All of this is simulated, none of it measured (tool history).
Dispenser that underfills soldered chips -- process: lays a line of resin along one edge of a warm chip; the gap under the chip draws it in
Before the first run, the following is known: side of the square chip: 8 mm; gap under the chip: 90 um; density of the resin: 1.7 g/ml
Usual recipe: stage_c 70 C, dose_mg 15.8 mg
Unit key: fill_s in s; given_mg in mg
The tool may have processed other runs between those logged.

run	day	stage_c	dose_mg	fill_s	given_mg
1	0	70	15.8	37	15.65
# day 0.504: new syringe of resin
2	0.562	58	15.8	46.7	15.48
3	0.883	70	13.5	47.5	13.26
# day 1.217: new syringe of resin
4	1.533	70	15.8	42.7	15.33
# day 1.925: new syringe of resin
5	1.946	70	15.8	30.2	15.15
6	2.492	70	15.8	55.6	15.14
# day 2.629: new syringe of resin
7	3.133	70	15.8	53.1	15.1
# day 3.346: new syringe of resin
8	3.6	61	14.5	53.5	13.68
# day 4.05: new syringe of resin
9	4.238	72	15.7	34.2	14.74
# day 4.725: new syringe of resin
10	4.842	73	19	30.2	17.7
11	5.304	58	14.4	88.4	13.28

What if the next run were any one of these 3? Each begins from the tool's condition after run 11:
# day 5.417: new syringe of resin
A	5.729	70	15.8	?	?
# day 5.417: new syringe of resin
B	5.729	67	17.9	?	?
# day 5.417: new syringe of resin
C	5.729	58	13.6	?	?

run	fill_s	given_mg
A	41.9	14.6
B	45	16.41
C	64	12.47
Had the tool no hidden state, the same runs would have come out as:
run	fill_s	given_mg
A	31.1	15.94
B	33.8	17.92
C	47.2	13.62

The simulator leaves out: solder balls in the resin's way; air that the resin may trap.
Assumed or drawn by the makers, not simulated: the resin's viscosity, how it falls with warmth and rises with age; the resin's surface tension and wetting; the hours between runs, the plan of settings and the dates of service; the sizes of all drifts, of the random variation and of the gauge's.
